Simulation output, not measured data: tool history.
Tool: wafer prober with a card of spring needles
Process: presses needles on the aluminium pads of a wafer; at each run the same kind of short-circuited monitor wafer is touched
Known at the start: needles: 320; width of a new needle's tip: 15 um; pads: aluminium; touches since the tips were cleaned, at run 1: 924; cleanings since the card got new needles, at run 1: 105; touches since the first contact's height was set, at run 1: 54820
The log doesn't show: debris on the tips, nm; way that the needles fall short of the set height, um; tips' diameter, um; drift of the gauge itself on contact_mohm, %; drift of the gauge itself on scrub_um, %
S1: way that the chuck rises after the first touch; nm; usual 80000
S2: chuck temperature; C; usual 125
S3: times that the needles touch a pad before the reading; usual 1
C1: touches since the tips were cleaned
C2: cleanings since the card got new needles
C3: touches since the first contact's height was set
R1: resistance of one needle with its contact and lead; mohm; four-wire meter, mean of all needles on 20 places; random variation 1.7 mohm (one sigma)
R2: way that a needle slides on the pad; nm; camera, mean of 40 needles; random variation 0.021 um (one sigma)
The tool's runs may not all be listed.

run,day,S1,S2,S3,C1,C2,C3,R1,R2
1,0,80000,125,1,924,105,54820,169,18600
# day 0.142: tips cleaned on abrasive film
# day 0.371: tips cleaned on abrasive film
# day 0.558: tips cleaned on abrasive film
# day 0.792: tips cleaned on abrasive film
# day 0.804: height of the first contact set anew
2,0.888,80000,47,1,1245,109,1245,157,18620
# day 1.025: tips cleaned on abrasive film
# day 1.212: tips cleaned on abrasive film
# day 1.442: tips cleaned on abrasive film
3,1.454,80000,125,1,169,112,9454,171,18600
# day 1.642: tips cleaned on abrasive film
# day 1.829: tips cleaned on abrasive film
4,2.012,80000,125,1,2728,114,17595,171,18610
# day 2.062: tips cleaned on abrasive film
# day 2.25: tips cleaned on abrasive film
# day 2.479: tips cleaned on abrasive film
# day 2.667: tips cleaned on abrasive film
# day 2.896: tips cleaned on abrasive film
5,2.896,80000,125,1,0,119,30402,169,18610
# day 3.083: tips cleaned on abrasive film
# day 3.275: tips cleaned on abrasive film
# day 3.508: tips cleaned on abrasive film
# day 3.696: tips cleaned on abrasive film
6,3.854,80000,125,2,2366,123,44366,171,18610
# day 3.904: tips cleaned on abrasive film
# day 4.142: tips cleaned on abrasive film
# day 4.329: tips cleaned on abrasive film
# day 4.554: tips cleaned on abrasive film
7,4.654,80000,125,1,1472,127,55980,170,18620
# day 4.75: tips cleaned on abrasive film
# day 4.942: tips cleaned on abrasive film
# day 5.171: tips cleaned on abrasive film
# day 5.367: height of the first contact set anew
# day 5.417: tips cleaned on abrasive film
# day 5.608: tips cleaned on abrasive film
8,5.688,80000,125,1,1231,132,4643,171,18620
# day 5.833: tips cleaned on abrasive film
# day 6.021: tips cleaned on abrasive film
# day 6.208: tips cleaned on abrasive film
# day 6.396: tips cleaned on abrasive film
9,6.575,80000,125,1,2626,136,17503,170,18580
# day 6.625: tips cleaned on abrasive film
# day 6.812: tips cleaned on abrasive film
# day 7: tips cleaned on abrasive film
10,7.012,80000,125,2,211,139,23854,168,18610
# day 7.204: tips cleaned on abrasive film
# day 7.392: tips cleaned on abrasive film
11,7.475,80000,125,1,1240,141,30552,172,18620
# day 7.617: tips cleaned on abrasive film
# day 7.85: tips cleaned on abrasive film
# day 8.038: tips cleaned on abrasive film
# day 8.267: tips cleaned on abrasive film
12,8.333,80000,125,1,975,145,43046,171,18620
# day 8.471: tips cleaned on abrasive film
# day 8.704: tips cleaned on abrasive film
# day 8.912: tips cleaned on abrasive film
13,8.912,80000,125,1,0,148,51469,170,18580
# day 9.146: tips cleaned on abrasive film
# day 9.333: tips cleaned on abrasive film
# day 9.521: tips cleaned on abrasive film
# day 9.725: tips cleaned on abrasive film
14,9.725,81000,41,2,0,152,63226,155,18840
# day 9.912: tips cleaned on abrasive film
# day 9.925: height of the first contact set anew
# day 10.158: tips cleaned on abrasive film
# day 10.346: tips cleaned on abrasive film
# day 10.579: tips cleaned on abrasive film
15,10.646,81000,41,2,1007,156,10517,156,18850
# day 10.788: tips cleaned on abrasive film
# day 10.975: tips cleaned on abrasive film
# day 11.208: tips cleaned on abrasive film
# day 11.396: tips cleaned on abrasive film
16,11.529,93000,125,1,1941,160,23343,169,21650
# day 11.625: tips cleaned on abrasive film
# day 11.812: tips cleaned on abrasive film
17,11.971,98000,110,1,2376,162,29812,167,22790

Run 18 comes next. What will it give?
# day 12.021: tips cleaned on abrasive film
# day 12.212: tips cleaned on abrasive film
# day 12.442: tips cleaned on abrasive film
18,12.442,84000,34,1,0,165,36577,?,?

Run 18 gave R1 155 mohm, R2 19550 nm.
Without the tool's hidden state the same run would have given R1 155 mohm, R2 19550 nm.
